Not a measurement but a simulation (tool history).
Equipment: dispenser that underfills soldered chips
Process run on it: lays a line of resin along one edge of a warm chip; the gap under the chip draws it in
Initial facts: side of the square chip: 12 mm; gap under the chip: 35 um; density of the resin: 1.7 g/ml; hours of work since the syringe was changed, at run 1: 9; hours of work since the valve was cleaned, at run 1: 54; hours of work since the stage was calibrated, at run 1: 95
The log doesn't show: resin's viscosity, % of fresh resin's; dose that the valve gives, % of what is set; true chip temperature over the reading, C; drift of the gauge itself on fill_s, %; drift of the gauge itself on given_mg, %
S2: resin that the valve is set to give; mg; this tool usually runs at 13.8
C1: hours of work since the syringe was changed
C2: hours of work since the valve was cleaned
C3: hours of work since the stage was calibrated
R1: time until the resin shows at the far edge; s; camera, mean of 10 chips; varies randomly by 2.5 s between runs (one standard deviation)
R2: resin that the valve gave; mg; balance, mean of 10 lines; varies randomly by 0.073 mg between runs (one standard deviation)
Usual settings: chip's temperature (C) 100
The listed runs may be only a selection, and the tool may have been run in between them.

Run 1, day 0: usual settings; C1 9; C2 54; C3 95. Result: R1 413.3 s, R2 13.1 mg.
At day 0.088: new syringe of resin.
Run 2, day 0.262: usual settings but chip's temperature (C) 112; C1 3; C2 57; C3 99. Result: R1 179.6 s, R2 13.08 mg.
Run 3, day 0.388: usual settings but S2 17.2 mg; C1 4; C2 59; C3 101. Result: R1 311.4 s, R2 16.35 mg.
Run 4, day 0.617: usual settings but S2 17.2 mg; C1 8; C2 62; C3 104. Result: R1 374.2 s, R2 16.27 mg.
Run 5, day 0.771: usual settings but S2 12 mg; C1 10; C2 65; C3 106. Result: R1 439.4 s, R2 11.35 mg.
At day 0.817: new syringe of resin.
Run 6, day 0.929: usual settings but chip's temperature (C) 107, S2 12.4 mg; C1 2; C2 67; C3 108. Result: R1 210.1 s, R2 11.59 mg.
Run 7, day 1.038: usual settings but chip's temperature (C) 102, S2 12.2 mg; C1 3; C2 68; C3 110. Result: R1 272.8 s, R2 11.67 mg.
Run 8, day 1.283: usual settings but chip's temperature (C) 102, S2 12.2 mg; C1 7; C2 72; C3 114. Result: R1 336.4 s, R2 11.56 mg.
Run 9, day 1.479: usual settings but chip's temperature (C) 112, S2 15.9 mg; C1 10; C2 75; C3 117. Result: R1 255.2 s, R2 14.88 mg.
At day 1.546: new syringe of resin.
At day 1.654: dispensing valve cleaned and set on the balance.
Run 10, day 1.704: usual settings but chip's temperature (C) 93, S2 15.1 mg; C1 2; C2 1; C3 119. Result: R1 363.3 s, R2 15.03 mg.

Hidden state at the last listed run before each entry between runs and at the first one after, where it differs:
After run 1, before run 2: new syringe of resin (day 0.088)
  resin's viscosity, % of fresh resin's: 162.5 -> 114.8; dose that the valve gives, % of what is set: 95.56 -> 95.23; true chip temperature over the reading, C: -0.78 -> -0.8
  the result without the hidden state subtracted from the measured one, R1: +168.2 -> +28.6 s; R2: -0.62 -> -0.66 mg
After run 5, before run 6: new syringe of resin (day 0.817)
  resin's viscosity, % of fresh resin's: 167.8 -> 107.1; dose that the valve gives, % of what is set: 94.63 -> 94.48; true chip temperature over the reading, C: -0.83 -> -0.84
  the result without the hidden state subtracted from the measured one, R1: +189.5 -> +22.4 s; R2: -0.64 -> -0.68 mg
After run 9, before run 10: new syringe of resin (day 1.546); dispensing valve cleaned and set on the balance (day 1.654)
  resin's viscosity, % of fresh resin's: 161.6 -> 109.4; dose that the valve gives, % of what is set: 93.81 -> 99.85; true chip temperature over the reading, C: -0.87 -> -0.88
  the result without the hidden state subtracted from the measured one, R1: +102.9 -> +43.1 s; R2: -0.99 -> -0.03 mg
